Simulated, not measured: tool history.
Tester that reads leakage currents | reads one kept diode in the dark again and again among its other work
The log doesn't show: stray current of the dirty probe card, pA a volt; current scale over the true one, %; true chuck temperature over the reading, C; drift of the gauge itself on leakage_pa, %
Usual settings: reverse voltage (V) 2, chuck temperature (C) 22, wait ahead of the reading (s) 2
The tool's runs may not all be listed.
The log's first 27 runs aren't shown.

run    hour  reverse voltage (V)  chuck temperature (C)  wait ahead of the reading (s)  hours of work since the probe card was cleaned  hours of work since the tester was calibrated  hours of work since the chuck was calibrated  current that the tester gives (pA)
 28   926.9                 4.67                     32                           0.44                                             256                                            913                                           913                              228.17
 29   969.1                 4.67                     32                           0.44                                             278                                            935                                           935                              226.65
 30  1011.4                 4.67                     32                           0.44                                             300                                            956                                           956                              225.61
 31  1042.8                10.92                     22                           9.79                                             316                                            972                                           972                              166.99
 32  1087.8                 7.22                     45                           1.38                                             339                                            995                                           995                              723.38
 33  1122.6                 7.22                     45                           1.38                                             356                                           1013                                          1013                              721.52
 34  1163.2                12.71                     46                              2                                             377                                           1034                                          1034                             1070.08
 35  1204.2                 4.22                     21                           2.62                                             398                                           1055                                          1055                               88.79
 36  1230.9                  2.1                     25                           2.25                                             412                                           1068                                          1068                               82.13
     1253.8  -- chuck's temperature calibrated
 37  1280.5                  2.1                     25                           2.25                                             436                                           1093                                            14                               91.99
 38    1306                 1.75                     30                           1.53                                             449                                           1106                                            27                               120.7
 39  1340.3                    2                     22                           9.16                                             466                                           1123                                            44                               70.29

3 ways to go on from here, each from the tool as it stands after run 39. What would each give?
  A  1377.9                 2.81                     40                           2.13                                             486                                           1142                                            63                                   ?
  B  1377.9                10.42                     20                           4.28                                             486                                           1142                                            63                                   ?
  C  1377.9                    2                     39                              2                                             486                                           1142                                            63                                   ?

run  current that the tester gives (pA)
  A                              327.16
  B                              155.73
  C                              250.49
Without the tool's hidden state the same runs would have given:
run  current that the tester gives (pA)
  A                              331.99
  B                              157.28
  C                              254.22
